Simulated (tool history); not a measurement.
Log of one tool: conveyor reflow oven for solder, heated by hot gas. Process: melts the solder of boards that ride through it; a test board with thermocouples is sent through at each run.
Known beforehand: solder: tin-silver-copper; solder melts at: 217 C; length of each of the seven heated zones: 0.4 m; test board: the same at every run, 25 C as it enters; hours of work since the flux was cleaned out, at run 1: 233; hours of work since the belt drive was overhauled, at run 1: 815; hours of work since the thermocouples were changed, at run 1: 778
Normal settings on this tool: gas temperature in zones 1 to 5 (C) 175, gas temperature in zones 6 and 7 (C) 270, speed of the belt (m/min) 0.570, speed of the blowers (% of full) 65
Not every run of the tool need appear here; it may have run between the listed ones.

run,hour,gas temperature in zones 1 to 5 (C),gas temperature in zones 6 and 7 (C),speed of the belt (m/min),speed of the blowers (% of full),hours of work since the flux was cleaned out,hours of work since the belt drive was overhauled,hours of work since the thermocouples were changed,highest temperature of the board (C),time above the solder's melting point (s)
1,0.0,175,270,0.570,65,233,815,778,255.2,65.9
2,29.7,175,270,0.570,65,253,834,797,255.1,65.7
3,70.1,175,270,0.570,65,279,861,824,255.1,65.7
4,99.9,175,270,0.570,65,299,881,844,255.4,65.7
5,126.0,175,270,0.570,65,317,898,861,255.4,66.0
6,156.0,175,270,0.570,65,336,918,881,254.9,65.4
# hour 165.6: belt drive overhauled, speed set with a stopwatch
7,195.5,175,270,0.587,65,360,20,905,254.1,63.2
# hour 213.6: flux residue cleaned out of gas plates and filters
8,217.8,175,270,0.570,88,3,31,916,259.9,70.6
9,253.1,175,270,0.570,88,26,55,940,260.4,70.5
# hour 273.8: thermocouples of zones 6 and 7 changed
10,292.1,175,270,0.570,65,51,79,12,255.1,66.2
11,325.2,175,280,0.570,65,73,101,34,264.0,71.9
12,349.8,175,270,0.570,55,89,118,50,251.9,62.2
13,371.2,175,270,0.644,65,103,132,65,251.2,54.4
14,388.2,175,270,0.644,65,115,143,76,250.8,54.3
15,409.0,163,281,0.502,65,128,157,90,267.6,79.4
16,438.1,173,259,0.640,52,148,176,109,237.0,39.0
17,459.0,183,260,0.637,58,162,190,123,242.4,50.6
18,486.1,162,273,0.637,58,179,208,141,249.1,48.2
19,503.8,162,273,0.637,58,191,220,153,249.0,47.9
20,525.9,179,261,0.587,85,206,235,167,251.5,64.3
21,565.7,181,265,0.481,50,232,261,194,252.2,78.6
22,604.3,181,281,0.656,85,258,287,219,266.9,65.4
23,636.5,168,281,0.656,85,279,308,241,265.0,60.6
24,666.5,173,270,0.507,65,299,328,261,258.4,76.3
25,685.9,173,279,0.507,73,312,341,274,268.0,82.8
26,713.8,184,263,0.527,65,331,359,292,252.8,73.9

Below are 5 alternative next runs, each starting from the tool's condition after run 26. Predict each:
A,747.3,184,269,0.527,65,353,381,314,?,?
B,747.3,184,280,0.527,84,353,381,314,?,?
C,747.3,175,267,0.673,65,353,381,314,?,?
D,747.3,184,280,0.527,65,353,381,314,?,?
E,747.3,184,268,0.527,59,353,381,314,?,?

run,highest temperature of the board (C),time above the solder's melting point (s)
A,257.7,77.9
B,271.8,85.4
C,247.2,48.9
D,267.2,82.9
E,255.2,75.8
Take away the tool's hidden state, keep each run's random variation, and the runs would have read:
run,highest temperature of the board (C),time above the solder's melting point (s)
A,257.7,77.9
B,271.9,85.4
C,247.3,48.9
D,267.3,82.9
E,255.3,75.8
